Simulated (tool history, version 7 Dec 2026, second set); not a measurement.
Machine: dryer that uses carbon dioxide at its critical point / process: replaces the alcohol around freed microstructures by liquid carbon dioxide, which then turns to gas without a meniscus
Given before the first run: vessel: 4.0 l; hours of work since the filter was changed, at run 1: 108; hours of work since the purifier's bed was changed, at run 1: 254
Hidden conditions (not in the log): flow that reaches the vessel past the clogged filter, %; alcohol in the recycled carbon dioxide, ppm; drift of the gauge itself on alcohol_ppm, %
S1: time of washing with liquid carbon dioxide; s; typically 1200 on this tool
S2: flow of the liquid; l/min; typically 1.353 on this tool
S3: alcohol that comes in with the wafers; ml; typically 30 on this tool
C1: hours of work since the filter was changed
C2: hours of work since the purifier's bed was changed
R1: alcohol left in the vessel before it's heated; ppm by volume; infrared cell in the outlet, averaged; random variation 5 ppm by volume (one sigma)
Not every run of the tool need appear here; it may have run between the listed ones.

run   hour    S1     S2  S3   C1   C2   R1
  1      0  1200  1.353  30  108  254   62
  2   19.6  1020  1.353  30  117  264   94
  3   36.6  1020  1.353  30  126  272   87
  4   57.7  1200  1.353  30  137  283   56
  5   76.3  1200  1.353  30  146  292   79
  6   86.7  1200  1.353  30  151  298   72
  7  103.7  1200  1.353  30  160  306   62
  8  117.6  1200  1.353  30  167  313   68
  9  129.5  1200  1.353  30  173  319   73
 10  150.2  1200  1.353  30  183  330   77
     168.5  -- inlet filter changed
 11    173  1140  1.353  30    2  341   70
 12    186  1140  1.353  30    9  347   71
 13  201.5  1200  1.353  28   17  355   57
 14  212.7  1200  1.353  30   22  361   70
 15  233.4  1200   1.34  30   33  371   70
 16  250.6  1200   1.34  30   41  380   68
 17  272.6  1200   1.34  30   53  391   68
 18  295.8  1200   1.39  30   64  403   68
 19  306.3  1200   1.39  30   70  408   78
 20    325  1200   0.92  77   79  417  438
 21  335.9  1860   0.92  97   84  423  117
 22  351.4  1200   1.76  30   92  431   67
 23  370.9   720   1.11  30  102  441  500
 24  389.6   840   1.11  35  112  450  381
 25  404.2   840   1.56  35  119  457  132
 26  427.2   840   1.56  35  131  469  151
 27  450.7  1380   1.15  35  142  481  105
 28  461.3  1380   1.99  23  148  486   67
 29  477.4  1020  1.353  31  156  494  129
 30  500.5  1740   1.63  31  168  506   61
 31  515.6  1260  1.353  27  175  514   81
 32  531.8  1260  1.353  27  183  522   86
     550.6  -- inlet filter changed
 33  556.1  1740  1.353  64    3  534   77
 34  578.5  1740  1.353  64   14  545   68
 35  588.6  1740  1.353  64   19  550   84
 36  610.5  1500   0.89  56   30  561  192
 37  627.5  1080  1.353  29   39  570  108

Subtracting, for every run, the result it would have given without the tool's unlogged condition from the measured result gives the following. The same run-to-run variation enters both numbers; the gauge's scatter may not:
run    R1
  1   +39
  2   +50
  3   +52
  4   +43
  5   +47
  6   +48
  7   +48
  8   +51
  9   +52
 10   +55
 11   +45
 12   +45
 13   +45
 14   +47
 15   +49
 16   +50
 17   +52
 18   +53
 19   +55
 20  +112
 21   +66
 22   +54
 23  +120
 24  +115
 25   +77
 26   +80
 27   +72
 28   +61
 29   +84
 30   +61
 31   +71
 32   +75
 33   +67
 34   +67
 35   +69
 36   +81
 37   +74
